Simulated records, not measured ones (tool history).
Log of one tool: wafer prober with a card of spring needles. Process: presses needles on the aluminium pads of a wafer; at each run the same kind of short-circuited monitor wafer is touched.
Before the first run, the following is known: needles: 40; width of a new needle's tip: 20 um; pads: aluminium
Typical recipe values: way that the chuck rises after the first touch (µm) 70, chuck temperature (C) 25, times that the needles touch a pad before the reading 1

run,hour,way that the chuck rises after the first touch (µm),chuck temperature (C),times that the needles touch a pad before the reading,resistance of one needle with its contact and lead (mohm),way that a needle slides on the pad (µm)
1,0,70,25,1,180,9.52
# hour 7.9: tips cleaned on abrasive film
# hour 16.9: tips cleaned on abrasive film
2,16.9,70,25,1,182,9.48
# hour 26.5: tips cleaned on abrasive film
# hour 34.5: tips cleaned on abrasive film
3,41.1,70,25,1,201,9.47
# hour 43.2: tips cleaned on abrasive film
# hour 51.1: tips cleaned on abrasive film
# hour 60.8: tips cleaned on abrasive film
# hour 70.3: tips cleaned on abrasive film
4,75.9,70,25,1,205,9.36
# hour 79.9: tips cleaned on abrasive film
# hour 89.5: tips cleaned on abrasive film
# hour 97.5: tips cleaned on abrasive film
5,101.6,83,25,1,187,11.18
# hour 105.6: tips cleaned on abrasive film
# hour 113.5: tips cleaned on abrasive film
# hour 121.5: tips cleaned on abrasive film
# hour 131.4: tips cleaned on abrasive film
6,134.9,83,25,1,191,11.01
# hour 140.6: tips cleaned on abrasive film
# hour 149.8: tips cleaned on abrasive film
# hour 159.5: tips cleaned on abrasive film
# hour 169: tips cleaned on abrasive film
7,174.3,83,25,1,191,10.93
# hour 178.3: tips cleaned on abrasive film
# hour 187.9: tips cleaned on abrasive film
# hour 197.6: tips cleaned on abrasive film
# hour 205.6: tips cleaned on abrasive film
# hour 214: tips cleaned on abrasive film
8,214,83,25,1,179,10.96
# hour 223.4: tips cleaned on abrasive film
# hour 233.3: tips cleaned on abrasive film
9,239.1,83,25,1,196,10.83
# hour 243.1: tips cleaned on abrasive film
# hour 253: tips cleaned on abrasive film
# hour 260.9: tips cleaned on abrasive film
# hour 270.5: tips cleaned on abrasive film
# hour 274.7: height of the first contact set anew
10,275.4,83,25,1,192,11.33
# hour 279.4: tips cleaned on abrasive film
# hour 289.3: tips cleaned on abrasive film
# hour 299.2: tips cleaned on abrasive film
11,306.5,83,25,1,200,11.35
# hour 308.5: tips cleaned on abrasive film
# hour 318.4: tips cleaned on abrasive film
# hour 326.4: tips cleaned on abrasive film
12,331,83,25,1,190,11.26
# hour 335: tips cleaned on abrasive film
# hour 344.8: tips cleaned on abrasive film
# hour 352.8: tips cleaned on abrasive film
# hour 362.3: tips cleaned on abrasive film
13,369.3,83,25,1,200,11.22
# hour 371.4: tips cleaned on abrasive film
# hour 381: tips cleaned on abrasive film
# hour 389: tips cleaned on abrasive film
# hour 396.9: tips cleaned on abrasive film
14,398.4,70,25,3,183,9.33
# hour 406.4: tips cleaned on abrasive film
# hour 416: tips cleaned on abrasive film
# hour 424: tips cleaned on abrasive film
15,425.2,56,112,1,217,7.36
# hour 433.1: tips cleaned on abrasive film
# hour 443: tips cleaned on abrasive film
16,450,70,25,1,211,9.25

Predict the results of run 17:
# hour 452.1: tips cleaned on abrasive film
# hour 461.8: tips cleaned on abrasive film
17,468.2,70,25,1,?,?

resistance of one needle with its contact and lead (mohm): 212
way that a needle slides on the pad (µm): 9.25
If the tool had no hidden condition, the same run with the same run-to-run variation would have returned resistance of one needle with its contact and lead (mohm) 178, way that a needle slides on the pad (µm) 9.59.

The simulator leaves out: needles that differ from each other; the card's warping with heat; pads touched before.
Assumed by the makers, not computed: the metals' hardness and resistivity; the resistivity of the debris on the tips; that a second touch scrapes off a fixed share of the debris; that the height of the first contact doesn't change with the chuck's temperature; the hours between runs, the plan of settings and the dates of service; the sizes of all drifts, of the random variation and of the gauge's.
